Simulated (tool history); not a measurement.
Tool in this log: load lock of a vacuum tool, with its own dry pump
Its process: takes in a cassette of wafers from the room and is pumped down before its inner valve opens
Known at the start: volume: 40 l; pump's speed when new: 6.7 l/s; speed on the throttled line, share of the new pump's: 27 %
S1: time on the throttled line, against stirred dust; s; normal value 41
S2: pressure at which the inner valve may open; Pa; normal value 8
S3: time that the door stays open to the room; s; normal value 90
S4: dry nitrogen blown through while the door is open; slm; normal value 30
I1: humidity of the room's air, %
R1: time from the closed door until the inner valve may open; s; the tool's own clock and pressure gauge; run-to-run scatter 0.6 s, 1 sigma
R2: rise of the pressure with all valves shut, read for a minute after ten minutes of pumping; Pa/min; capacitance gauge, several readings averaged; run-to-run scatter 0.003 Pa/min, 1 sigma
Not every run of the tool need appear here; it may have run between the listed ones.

run,hour,S1,S2,S3,S4,I1,R1,R2
1,0,41,8,90,30,43.4,87.9,0.044
2,45.4,41,8,90,30,46.3,87.2,0.049
3,102.8,41,8,90,30,45.2,88.1,0.05
4,157,41,8,90,30,44.3,87.8,0.043
5,241,41,8,90,30,43.9,87.9,0.048
6,325.6,41,8,90,30,43,87.3,0.046
7,382.1,41,8,90,30,41.5,87.1,0.046
8,446,41,8,90,30,48.9,87.6,0.054
9,548.5,41,8,90,30,44.6,87.7,0.048
10,624.8,78,8,90,5,45.5,113.7,0.082

Forecast each of these 3 alternatives for the next run:
A,728.4,24,6,90,17,40.1,?,?
B,728.4,41,8,165,11,44.4,?,?
C,728.4,41,8,118,30,48,?,?

run,R1,R2
A,76.8,0.062
B,87.3,0.108
C,87.3,0.069
Had the tool no hidden state, the same runs would have come out as:
run,R1,R2
A,76.8,0.062
B,87.3,0.108
C,87.3,0.069

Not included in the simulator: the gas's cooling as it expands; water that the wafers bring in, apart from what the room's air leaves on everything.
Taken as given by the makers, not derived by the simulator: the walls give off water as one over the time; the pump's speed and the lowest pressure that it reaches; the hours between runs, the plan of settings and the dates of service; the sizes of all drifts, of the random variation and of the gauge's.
